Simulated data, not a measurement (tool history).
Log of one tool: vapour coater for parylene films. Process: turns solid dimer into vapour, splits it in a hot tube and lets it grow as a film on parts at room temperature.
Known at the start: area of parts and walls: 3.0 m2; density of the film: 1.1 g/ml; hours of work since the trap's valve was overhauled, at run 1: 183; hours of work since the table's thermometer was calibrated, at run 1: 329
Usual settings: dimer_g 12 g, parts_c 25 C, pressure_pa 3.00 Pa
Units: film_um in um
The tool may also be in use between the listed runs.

| run | hour | dimer_g | parts_c | pressure_pa | hours of work since the trap's valve was overhauled | hours of work since the table's thermometer was calibrated | film_um |
|---|---|---|---|---|---|---|---|
| 1 | 0.0 | 12 | 25 | 3.00 | 183 | 329 | 2.03 |
| 2 | 21.8 | 12 | 25 | 3.00 | 195 | 342 | 2.04 |
| 3 | 39.7 | 5 | 25 | 3.00 | 205 | 352 | 0.82 |
| 4 | 64.4 | 10 | 25 | 3.00 | 220 | 366 | 1.68 |
| 5 | 96.0 | 10 | 25 | 3.00 | 238 | 384 | 1.70 |
| 6 | 123.1 | 10 | 25 | 3.00 | 253 | 400 | 1.70 |
| 7 | 150.9 | 10 | 25 | 3.00 | 269 | 416 | 1.69 |
| 8 | 169.8 | 10 | 25 | 3.00 | 280 | 426 | 1.69 |
| 9 | 195.6 | 16 | 25 | 3.00 | 295 | 441 | 2.70 |
| 10 | 225.9 | 16 | 25 | 3.00 | 312 | 459 | 2.68 |
| 11 | 248.1 | 16 | 25 | 3.00 | 325 | 471 | 2.69 |
| 12 | 271.2 | 9 | 25 | 3.00 | 338 | 485 | 1.53 |
| 13 | 302.3 | 12 | 35 | 3.00 | 356 | 502 | 1.32 |
| 14 | 324.2 | 16 | 35 | 3.00 | 368 | 515 | 1.82 |
| 15 | 337.9 | 16 | 35 | 3.00 | 376 | 523 | 1.79 |
| 16 | 368.7 | 16 | 35 | 3.00 | 394 | 540 | 1.82 |
| 17 | 385.0 | 16 | 35 | 3.00 | 403 | 550 | 1.82 |
| 18 | 414.5 | 16 | 35 | 3.00 | 420 | 567 | 1.80 |
| 19 | 431.9 | 16 | 35 | 3.00 | 430 | 577 | 1.80 |
| 20 | 454.8 | 16 | 35 | 3.00 | 443 | 590 | 1.80 |
| 21 | 477.2 | 16 | 35 | 3.00 | 456 | 603 | 1.79 |
| 22 | 495.4 | 16 | 35 | 6.91 | 466 | 613 | 1.59 |
| 23 | 511.9 | 16 | 35 | 6.91 | 476 | 622 | 1.60 |
| 24 | 538.7 | 6 | 19 | 9.55 | 491 | 638 | 1.10 |
| 25 | 553.1 | 21 | 32 | 4.26 | 499 | 646 | 2.55 |
| 26 | 584.1 | 21 | 32 | 4.26 | 517 | 664 | 2.54 |
| 27 | 612.5 | 21 | 24 | 2.11 | 534 | 680 | 3.87 |
| 28 | 632.7 | 21 | 24 | 2.11 | 545 | 692 | 3.84 |
| 29 | 654.4 | 21 | 24 | 2.11 | 558 | 704 | 3.89 |
| 30 | 671.0 | 11 | 29 | 10.17 | 567 | 714 | 1.32 |
| 31 | 701.1 | 22 | 30 | 9.86 | 584 | 731 | 2.56 |
| 32 | 726.9 | 22 | 30 | 9.86 | 599 | 746 | 2.56 |
| 33 | 741.6 | 6 | 30 | 3.42 | 608 | 754 | 0.80 |
| 34 | 763.0 | 6 | 30 | 10.54 | 620 | 766 | 0.69 |
| 35 | 778.1 | 8 | 26 | 2.94 | 628 | 775 | 1.29 |
| 36 | 804.9 | 8 | 21 | 2.94 | 644 | 790 | 1.60 |
| 37 | 830.3 | 8 | 21 | 2.94 | 658 | 805 | 1.57 |
| 38 | 848.3 | 8 | 21 | 2.94 | 669 | 815 | 1.59 |
| 39 | 874.5 | 12 | 29 | 8.28 | 684 | 830 | 1.50 |
|  | 900.7 | trap's valve overhauled |
| 40 | 905.2 | 17 | 25 | 7.69 | 3 | 845 | 2.49 |
| 41 | 925.8 | 5 | 26 | 5.11 | 14 | 857 | 0.76 |
| 42 | 941.7 | 5 | 26 | 5.11 | 24 | 866 | 0.73 |
| 43 | 958.0 | 5 | 26 | 5.11 | 33 | 876 | 0.75 |
| 44 | 980.5 | 5 | 26 | 5.11 | 46 | 889 | 0.75 |
| 45 | 1010.4 | 12 | 24 | 5.31 | 63 | 906 | 1.95 |
| 46 | 1030.3 | 20 | 33 | 3.94 | 74 | 917 | 2.35 |

Forecast each of these 4 alternatives for the next run:
| A | 1049.0 | 11 | 33 | 3.94 | 85 | 928 | ? |
| B | 1049.0 | 22 | 33 | 6.66 | 85 | 928 | ? |
| C | 1049.0 | 12 | 25 | 2.64 | 85 | 928 | ? |
| D | 1049.0 | 13 | 25 | 5.05 | 85 | 928 | ? |

| run | film_um |
|---|---|
| A | 1.29 |
| B | 2.40 |
| C | 2.03 |
| D | 2.01 |
Without the tool's hidden state the same runs would have given:
| run | film_um |
|---|---|
| A | 1.29 |
| B | 2.40 |
| C | 2.03 |
| D | 2.01 |
